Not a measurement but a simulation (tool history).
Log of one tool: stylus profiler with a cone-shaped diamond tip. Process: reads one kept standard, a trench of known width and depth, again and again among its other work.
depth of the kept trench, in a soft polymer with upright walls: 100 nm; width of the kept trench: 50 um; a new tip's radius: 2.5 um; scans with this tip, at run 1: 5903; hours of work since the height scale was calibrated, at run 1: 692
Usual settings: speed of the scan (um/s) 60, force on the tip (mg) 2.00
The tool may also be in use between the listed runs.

run    hour  speed of the scan (um/s)  force on the tip (mg)  scans with this tip  hours of work since the height scale was calibrated  depth of the trench (angstrom)  width of the trench's floor (nm)
  1     0.0                        60                   2.00                 5903                                                  692                          1007.5                             47870
  2    39.9                        60                   2.00                 6104                                                  716                          1007.2                             47840
  3    83.5                        60                   2.00                 6323                                                  742                          1006.9                             47850
  4   123.2                        60                   2.00                 6522                                                  765                          1007.3                             47820
  5   195.2                        40                   2.00                 6885                                                  808                          1007.0                             47890
  6   237.3                        40                   4.18                 7096                                                  832                          1012.5                             48050
  7   273.9                       162                   2.00                 7280                                                  854                          1007.2                             47050
  8   354.4                       162                   2.00                 7685                                                  902                          1006.8                             47050
  9   408.8                       162                   2.00                 7959                                                  934                          1006.6                             47060
 10   495.9                       162                   2.00                 8397                                                  985                          1006.8                             47010
 11   566.1                        18                   0.98                 8749                                                 1026                          1003.6                             47940
 12   617.0                       148                   2.78                 9005                                                 1056                          1008.8                             47230
 13   663.4                        47                   4.25                 9239                                                 1084                          1012.1                             47870
 14   709.0                       102                   4.25                 9468                                                 1111                          1012.0                             47640
 15   781.4                       102                   4.25                 9832                                                 1153                          1011.9                             47590
 16   864.1                        72                   3.03                10248                                                 1202                          1009.2                             47620
 17   921.9                       123                   5.83                10539                                                 1236                          1015.1                             47490
 18  1012.0                        82                   5.83                10992                                                 1289                          1015.5                             47670
 19  1085.7                        82                   5.83                11362                                                 1333                          1015.0                             47720

Some steps in depth of the trench (angstrom) between neighbouring runs. How much of each would the tool show without its hidden state too (settings, what came in, random variation), and how much is left for the hidden state, with any gauge scatter that isn't in both results?
The hidden state here: radius of the tip, um; height scale over the true one, %; drift of the gauge itself on depth_nm, %; drift of the gauge itself on floor_um, %.
Run 3 -> 4: no setting changed, nothing entered. depth of the trench (angstrom) +0.4: hidden state -0.1, all else +0.5.
Run 16 -> 17: speed of the scan (um/s) 72 -> 123, force on the tip (mg) 3.03 -> 5.83. depth of the trench (angstrom) +5.9: hidden state -0.1, all else +6.0.
